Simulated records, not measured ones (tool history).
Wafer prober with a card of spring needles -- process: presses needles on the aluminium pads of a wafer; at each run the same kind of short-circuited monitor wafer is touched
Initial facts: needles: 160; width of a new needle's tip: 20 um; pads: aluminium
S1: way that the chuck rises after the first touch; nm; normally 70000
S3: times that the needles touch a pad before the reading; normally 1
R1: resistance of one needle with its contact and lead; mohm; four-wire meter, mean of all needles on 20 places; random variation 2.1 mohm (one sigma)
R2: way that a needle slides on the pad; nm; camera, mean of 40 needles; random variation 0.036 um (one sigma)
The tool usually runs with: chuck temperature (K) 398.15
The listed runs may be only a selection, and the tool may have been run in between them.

run 1 hour=0 | S1=70000 chuck_temperature_(K)=398.15 S3=1 | R1=299 R2=16540
-- hour=2 tips cleaned on abrasive film
-- hour=11.6 tips cleaned on abrasive film
-- hour=19.3 tips cleaned on abrasive film
-- hour=26.9 tips cleaned on abrasive film
-- hour=34.6 tips cleaned on abrasive film
-- hour=42.3 tips cleaned on abrasive film
-- hour=50 tips cleaned on abrasive film
-- hour=57.7 tips cleaned on abrasive film
-- hour=67.3 tips cleaned on abrasive film
-- hour=74.9 tips cleaned on abrasive film
-- hour=82.6 tips cleaned on abrasive film
run 2 hour=85.1 | S1=70000 chuck_temperature_(K)=398.15 S3=2 | R1=286 R2=16430
-- hour=90.9 tips cleaned on abrasive film
-- hour=98.5 tips cleaned on abrasive film
-- hour=106.2 tips cleaned on abrasive film
-- hour=115.8 tips cleaned on abrasive film
-- hour=123.5 tips cleaned on abrasive film
-- hour=131.2 tips cleaned on abrasive film
-- hour=140.7 tips cleaned on abrasive film
-- hour=148.4 tips cleaned on abrasive film
-- hour=158 tips cleaned on abrasive film
-- hour=165.7 tips cleaned on abrasive film
run 3 hour=172 | S1=70000 chuck_temperature_(K)=398.15 S3=1 | R1=298 R2=16210
-- hour=174 tips cleaned on abrasive film
-- hour=183.6 tips cleaned on abrasive film
-- hour=191.3 tips cleaned on abrasive film
-- hour=199 tips cleaned on abrasive film
-- hour=208.6 tips cleaned on abrasive film
run 4 hour=216 | S1=70000 chuck_temperature_(K)=398.15 S3=1 | R1=301 R2=16210
-- hour=218 tips cleaned on abrasive film
-- hour=225.7 tips cleaned on abrasive film
-- hour=233.4 tips cleaned on abrasive film
-- hour=241.1 tips cleaned on abrasive film
-- hour=250.6 tips cleaned on abrasive film
-- hour=258.3 tips cleaned on abrasive film
-- hour=267.9 tips cleaned on abrasive film
-- hour=277.5 tips cleaned on abrasive film
-- hour=285.4 height of the first contact set anew
-- hour=287.4 tips cleaned on abrasive film
run 5 hour=287.5 | S1=59000 chuck_temperature_(K)=398.15 S3=1 | R1=290 R2=13240
-- hour=295.2 tips cleaned on abrasive film
-- hour=304.8 tips cleaned on abrasive film
-- hour=314.3 tips cleaned on abrasive film
-- hour=322 tips cleaned on abrasive film
-- hour=329.7 tips cleaned on abrasive film
-- hour=337.4 tips cleaned on abrasive film
-- hour=345.1 tips cleaned on abrasive film
-- hour=354.7 tips cleaned on abrasive film
-- hour=364.2 tips cleaned on abrasive film
run 6 hour=369.9 | S1=70000 chuck_temperature_(K)=398.15 S3=1 | R1=304 R2=15700
-- hour=373.8 tips cleaned on abrasive film
-- hour=381.5 tips cleaned on abrasive film
-- hour=389.2 tips cleaned on abrasive film
-- hour=396.9 tips cleaned on abrasive film
-- hour=404.5 tips cleaned on abrasive film
-- hour=414.1 tips cleaned on abrasive film
-- hour=421.8 tips cleaned on abrasive film
run 7 hour=425.3 | S1=70000 chuck_temperature_(K)=398.15 S3=1 | R1=297 R2=15620
-- hour=431.1 tips cleaned on abrasive film
-- hour=440.7 tips cleaned on abrasive film
-- hour=450.3 tips cleaned on abrasive film
-- hour=457.9 tips cleaned on abrasive film
-- hour=467.5 tips cleaned on abrasive film
run 8 hour=469.4 | S1=70000 chuck_temperature_(K)=398.15 S3=1 | R1=291 R2=15590
-- hour=477.1 tips cleaned on abrasive film
-- hour=484.8 tips cleaned on abrasive film
-- hour=492.4 tips cleaned on abrasive film
-- hour=500.1 tips cleaned on abrasive film
-- hour=507.8 tips cleaned on abrasive film
-- hour=517.4 tips cleaned on abrasive film
-- hour=527 tips cleaned on abrasive film
-- hour=534.7 tips cleaned on abrasive film
-- hour=542.3 tips cleaned on abrasive film
-- hour=550 tips cleaned on abrasive film
-- hour=558.5 tips cleaned on abrasive film
run 9 hour=558.5 | S1=73000 chuck_temperature_(K)=398.15 S3=1 | R1=283 R2=16160
-- hour=568.1 tips cleaned on abrasive film
-- hour=575.8 tips cleaned on abrasive film
-- hour=583.4 tips cleaned on abrasive film
-- hour=591.1 tips cleaned on abrasive film
-- hour=598.8 tips cleaned on abrasive film
-- hour=606.5 tips cleaned on abrasive film
run 10 hour=612.4 | S1=73000 chuck_temperature_(K)=398.15 S3=1 | R1=301 R2=16080
-- hour=614.4 tips cleaned on abrasive film
-- hour=622.1 tips cleaned on abrasive film
-- hour=629.8 tips cleaned on abrasive film
-- hour=639.4 tips cleaned on abrasive film
-- hour=649 tips cleaned on abrasive film
run 11 hour=653.1 | S1=89000 chuck_temperature_(K)=398.15 S3=1 | R1=293 R2=19760
-- hour=657 tips cleaned on abrasive film
-- hour=664.7 tips cleaned on abrasive film
-- hour=670.7 height of the first contact set anew, once more
-- hour=674.6 tips cleaned on abrasive film
-- hour=684.2 tips cleaned on abrasive film
-- hour=691.8 tips cleaned on abrasive film
-- hour=701.4 tips cleaned on abrasive film
-- hour=709.1 tips cleaned on abrasive film
-- hour=718.7 tips cleaned on abrasive film
-- hour=726.4 tips cleaned on abrasive film
-- hour=734.1 tips cleaned on abrasive film
-- hour=743.6 tips cleaned on abrasive film
run 12 hour=746 | S1=70000 chuck_temperature_(K)=302.15 S3=1 | R1=268 R2=16610
-- hour=751.8 tips cleaned on abrasive film
-- hour=761.4 tips cleaned on abrasive film
-- hour=769.1 tips cleaned on abrasive film
-- hour=776.7 tips cleaned on abrasive film
-- hour=786.3 tips cleaned on abrasive film
run 13 hour=786.7 | S1=70000 chuck_temperature_(K)=310.15 S3=1 | R1=265 R2=16470
-- hour=794.4 tips cleaned on abrasive film
-- hour=802.1 tips cleaned on abrasive film
-- hour=809.8 tips cleaned on abrasive film
-- hour=817.5 tips cleaned on abrasive film
-- hour=826.5 tips cleaned on abrasive film
run 14 hour=826.5 | S1=70000 chuck_temperature_(K)=310.15 S3=1 | R1=259 R2=16490
-- hour=834.1 tips cleaned on abrasive film
-- hour=843.7 tips cleaned on abrasive film
-- hour=853.3 tips cleaned on abrasive film
-- hour=861 tips cleaned on abrasive film
run 15 hour=867.6 | S1=70000 chuck_temperature_(K)=398.15 S3=3 | R1=292 R2=16410
-- hour=869.6 tips cleaned on abrasive film
-- hour=879.2 tips cleaned on abrasive film
-- hour=888.8 tips cleaned on abrasive film
-- hour=898.4 tips cleaned on abrasive film
-- hour=908 tips cleaned on abrasive film
-- hour=917.5 tips cleaned on abrasive film
run 16 hour=919.2 | S1=70000 chuck_temperature_(K)=383.15 S3=2 | R1=282 R2=16350
-- hour=926.9 tips cleaned on abrasive film
-- hour=934.6 tips cleaned on abrasive film
-- hour=942.3 tips cleaned on abrasive film
-- hour=951.9 tips cleaned on abrasive film
-- hour=959.5 tips cleaned on abrasive film
-- hour=967.2 tips cleaned on abrasive film
run 17 hour=968.6 | S1=53000 chuck_temperature_(K)=398.15 S3=1 | R1=300 R2=12200
-- hour=976.3 tips cleaned on abrasive film
-- hour=985.8 tips cleaned on abrasive film
-- hour=995.4 tips cleaned on abrasive film
-- hour=1003.1 tips cleaned on abrasive film
-- hour=1012.7 tips cleaned on abrasive film
-- hour=1022.3 tips cleaned on abrasive film
-- hour=1029.9 tips cleaned on abrasive film
-- hour=1039.5 tips cleaned on abrasive film
run 18 hour=1043.3 | S1=70000 chuck_temperature_(K)=308.15 S3=1 | R1=271 R2=16130

What will run 19 give?
-- hour=1047.3 tips cleaned on abrasive film
-- hour=1055 tips cleaned on abrasive film
-- hour=1062.6 tips cleaned on abrasive film
-- hour=1070.3 tips cleaned on abrasive film
-- hour=1074.4 height of the first contact set anew
-- hour=1080.2 tips cleaned on abrasive film
run 19 hour=1086.7 | S1=58000 chuck_temperature_(K)=340.15 S3=1 | R1=? R2=?

R1: 300 mohm
R2: 13790 nm
With the hidden condition absent and the run-to-run variation left alone, this run would have shown R1 264 mohm, R2 13810 nm.
